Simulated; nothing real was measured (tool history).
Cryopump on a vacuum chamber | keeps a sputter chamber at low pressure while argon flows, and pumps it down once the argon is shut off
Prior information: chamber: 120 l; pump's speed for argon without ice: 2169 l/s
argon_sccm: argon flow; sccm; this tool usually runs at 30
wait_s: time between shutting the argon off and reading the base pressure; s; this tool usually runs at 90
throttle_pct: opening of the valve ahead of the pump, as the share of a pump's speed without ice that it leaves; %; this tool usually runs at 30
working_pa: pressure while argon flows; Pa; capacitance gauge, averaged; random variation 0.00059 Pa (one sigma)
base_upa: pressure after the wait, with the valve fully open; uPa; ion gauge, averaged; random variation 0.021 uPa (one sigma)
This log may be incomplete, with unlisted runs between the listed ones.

run	day	argon_sccm	wait_s	throttle_pct	working_pa	base_upa
1	0.000	30	90	30	0.0793	0.89
2	2.646	30	90	30	0.0797	0.93
3	6.271	30	90	30	0.0799	1.01
4	9.121	30	90	30	0.0802	1.00
5	13.675	30	90	24	0.1002	1.06
6	16.771	30	90	24	0.0994	1.04
7	21.275	30	90	30	0.0805	1.07
8	23.750	20	90	30	0.0540	1.12
9	27.833	20	90	26	0.0623	1.14
10	31.400	30	106	30	0.0817	1.10
11	34.771	30	106	39	0.0631	1.19
12	37.492	30	90	30	0.0819	1.26
13	41.129	30	44	30	0.0824	1.67
14	44.425	24	90	30	0.0661	1.29
15	47.754	19	124	52	0.0321	1.24
16	52.621	19	124	52	0.0319	1.29
17	57.096	33	31	23	0.1196	2.06
# day 57.592: pump warmed up, emptied and cooled again
18	61.158	30	258	17	0.1389	1.05
19	63.217	12	216	55	0.0173	1.06
20	67.858	31	40	39	0.0633	1.73
21	71.233	31	40	39	0.0638	1.74
22	73.588	30	90	44	0.0551	1.41
23	75.800	28	90	44	0.0516	1.44
24	80.788	28	90	44	0.0514	1.42
25	85.017	30	144	30	0.0817	1.32
26	89.892	30	90	33	0.0744	1.48
27	92.154	30	90	33	0.0753	1.50

Below, each run's measurement less what the same run would have read without the hidden state. Both values contain the same run-to-run variation, but the gauge's scatter may not be the same in both:
Hidden conditions of the tool in this case: pump's speed, % of a pump's without ice; cold plate's temperature, K; leak into the chamber, uPa l/s; drift of the gauge itself on working_pa, %; drift of the gauge itself on base_upa, %.
run	working_pa	base_upa
1	+0.0011	+0.44
2	+0.0013	+0.47
3	+0.0016	+0.50
4	+0.0019	+0.51
5	+0.0022	+0.56
6	+0.0025	+0.57
7	+0.0029	+0.60
8	+0.0021	+0.62
9	+0.0023	+0.66
10	+0.0039	+0.69
11	+0.0042	+0.74
12	+0.0045	+0.76
13	+0.0048	+0.79
14	+0.0041	+0.79
15	+0.0035	+0.87
16	+0.0038	+0.89
17	+0.0074	+0.93
18	+0.0011	+0.78
19	+0.0005	+0.77
20	+0.0017	+0.81
21	+0.0019	+0.83
22	+0.0022	+0.88
23	+0.0022	+0.90
24	+0.0026	+0.93
25	+0.0032	+0.95
26	+0.0036	+1.00
27	+0.0038	+1.02

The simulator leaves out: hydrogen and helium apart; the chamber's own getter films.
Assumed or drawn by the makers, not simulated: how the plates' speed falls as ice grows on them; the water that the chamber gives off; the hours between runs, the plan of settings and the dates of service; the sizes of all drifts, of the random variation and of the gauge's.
